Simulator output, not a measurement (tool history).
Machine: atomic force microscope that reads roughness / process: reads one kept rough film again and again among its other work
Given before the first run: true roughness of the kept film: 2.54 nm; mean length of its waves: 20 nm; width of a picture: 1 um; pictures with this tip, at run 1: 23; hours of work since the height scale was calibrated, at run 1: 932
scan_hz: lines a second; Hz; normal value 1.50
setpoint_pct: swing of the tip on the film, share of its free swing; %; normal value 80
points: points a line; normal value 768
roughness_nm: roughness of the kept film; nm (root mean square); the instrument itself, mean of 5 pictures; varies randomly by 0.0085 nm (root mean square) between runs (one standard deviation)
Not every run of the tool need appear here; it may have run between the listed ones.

run     day  scan_hz  setpoint_pct  points  pictures with this tip  hours of work since the height scale was calibrated  roughness_nm
  1   0.000     1.50            80     768                      23                                                  932         1.799
  2   1.208     1.50            80     768                      55                                                  946         1.691
  3   2.762     1.50            80     768                      96                                                  963         1.564
  4   4.138     1.50            80     768                     132                                                  978         1.467
  5   5.929     1.50            80     768                     179                                                  998         1.367
  6   7.096     1.50            80     768                     210                                                 1011         1.315
  7   9.179     1.50            80     768                     265                                                 1034         1.207
  8  10.825     1.50            80     768                     309                                                 1052         1.146
     11.817  -- new tip fitted
  9  12.658     2.62            80     768                      22                                                 1072         1.708
 10  14.829     2.62            80     768                      80                                                 1097         1.537
 11  17.050     1.50            80     768                     138                                                 1121         1.473
 12  17.988     1.50            80     768                     163                                                 1132         1.419
 13  19.896     3.25            80     768                     213                                                 1153         1.198
 14  21.562     3.25            80     768                     257                                                 1171         1.128
 15  23.517     3.25            80     768                     309                                                 1193         1.066
     24.371  -- new tip fitted
 16  25.062     1.50            80     901                      18                                                 1210         1.813
 17  27.254     1.50            80     901                      76                                                 1234         1.639
 18  29.475     1.50            80     555                     134                                                 1259         1.462
 19  30.767     1.50            80     466                     168                                                 1273         1.361
 20  32.092     1.50            80     768                     203                                                 1288         1.315
 21  34.008     1.50            80     768                     254                                                 1309         1.233
 22  35.938     2.98            80     768                     305                                                 1330         1.081
     37.038  -- new tip fitted
 23  37.221     0.64            80     646                       5                                                 1344         1.942
 24  38.400     0.90            72     646                      36                                                 1357         1.831
 25  40.246     0.90            61     646                      85                                                 1378         1.692
 26  41.896     0.90            61     646                     128                                                 1396         1.558
 27  43.996     0.90            61     283                     184                                                 1420         1.407
 28  45.971     0.96            57     768                     236                                                 1441         1.342
 29  47.667     0.96            57     768                     281                                                 1460         1.272
     49.679  -- new tip fitted
 30  49.950     1.50            80     410                       7                                                 1485         1.827
 31  51.733     1.54            80     304                      54                                                 1505         1.628
 32  52.800     3.92            60     617                      83                                                 1517         1.593
 33  54.242     3.92            60     617                     120                                                 1533         1.503
 34  55.796     3.36            60     531                     161                                                 1550         1.450
 35  56.733     0.64            80     404                     186                                                 1561         1.404
 36  58.521     0.64            80     404                     233                                                 1580         1.304
 37  60.683     0.64            80     404                     290                                                 1604         1.222
     62.212  -- new tip fitted
 38  62.817     0.64            80     404                      16                                                 1628         1.873
 39  63.917     0.68            62     768                      45                                                 1640         1.802
 40  65.196     0.95            61     524                      79                                                 1654         1.688
 41  67.092     1.11            80     768                     129                                                 1675         1.495

The logged runs with the hidden state left out (each run's random variation unchanged):
Hidden state at play: radius of the tip, nm; height scale over the true one, %; drift of the gauge itself on roughness_nm, %.
run  roughness_nm
  1         1.878
  2         1.876
  3         1.875
  4         1.869
  5         1.876
  6         1.889
  7         1.875
  8         1.878
  9         1.784
 10         1.793
 11         1.886
 12         1.887
 13         1.724
 14         1.732
 15         1.747
 16         1.883
 17         1.897
 18         1.873
 19         1.846
 20         1.872
 21         1.885
 22         1.770
 23         1.957
 24         1.964
 25         1.984
 26         1.968
 27         1.929
 28         1.990
 29         2.003
 30         1.872
 31         1.823
 32         1.887
 33         1.889
 34         1.929
 35         1.940
 36         1.926
 37         1.944
 38         1.938
 39         1.981
 40         1.981
 41         1.907
